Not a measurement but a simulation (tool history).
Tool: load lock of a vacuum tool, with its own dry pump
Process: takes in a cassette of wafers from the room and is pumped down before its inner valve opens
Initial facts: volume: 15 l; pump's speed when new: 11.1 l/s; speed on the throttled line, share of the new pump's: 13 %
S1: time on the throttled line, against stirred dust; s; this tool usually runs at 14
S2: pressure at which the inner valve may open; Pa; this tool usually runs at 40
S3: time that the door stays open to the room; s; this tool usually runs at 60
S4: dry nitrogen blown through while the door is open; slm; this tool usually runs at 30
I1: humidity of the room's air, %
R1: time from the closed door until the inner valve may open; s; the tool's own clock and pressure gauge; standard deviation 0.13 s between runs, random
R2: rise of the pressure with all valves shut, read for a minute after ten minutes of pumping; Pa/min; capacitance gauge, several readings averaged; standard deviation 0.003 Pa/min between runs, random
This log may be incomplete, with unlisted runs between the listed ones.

run	hour	S1	S2	S3	S4	I1	R1	R2
1	0.0	14	40	60	30	41.2	24.3	0.209
2	248.8	14	40	60	30	46.0	24.4	0.226
3	451.9	14	40	60	30	43.7	24.5	0.232
4	785.0	14	40	60	30	44.2	24.2	0.247
5	976.4	14	40	225	30	47.9	24.4	0.293
6	1179.5	14	40	225	30	49.1	24.4	0.308
7	1484.1	27	40	160	30	42.9	35.6	0.304
8	1741.9	16	40	88	41	43.7	26.4	0.294
9	2046.5	14	40	112	30	46.2	24.8	0.335
10	2232.6	14	40	112	30	41.8	24.7	0.345
11	2551.4	14	40	112	30	44.0	24.6	0.359
12	2760.1	14	40	60	29	43.9	24.6	0.365

Here are 4 independent what-if runs from the current tool condition. What would each one return?
A	2921.0	20	40	60	12	46.2	?	?
B	2921.0	15	40	60	29	42.2	?	?
C	2921.0	19	45	192	29	45.6	?	?
D	2921.0	10	39	60	30	46.0	?	?

run	R1	R2
A	29.7	0.373
B	25.6	0.369
C	28.9	0.402
D	21.5	0.364
Without the tool's hidden state the same runs would have given:
run	R1	R2
A	27.8	0.034
B	23.6	0.030
C	27.0	0.060
D	19.4	0.027
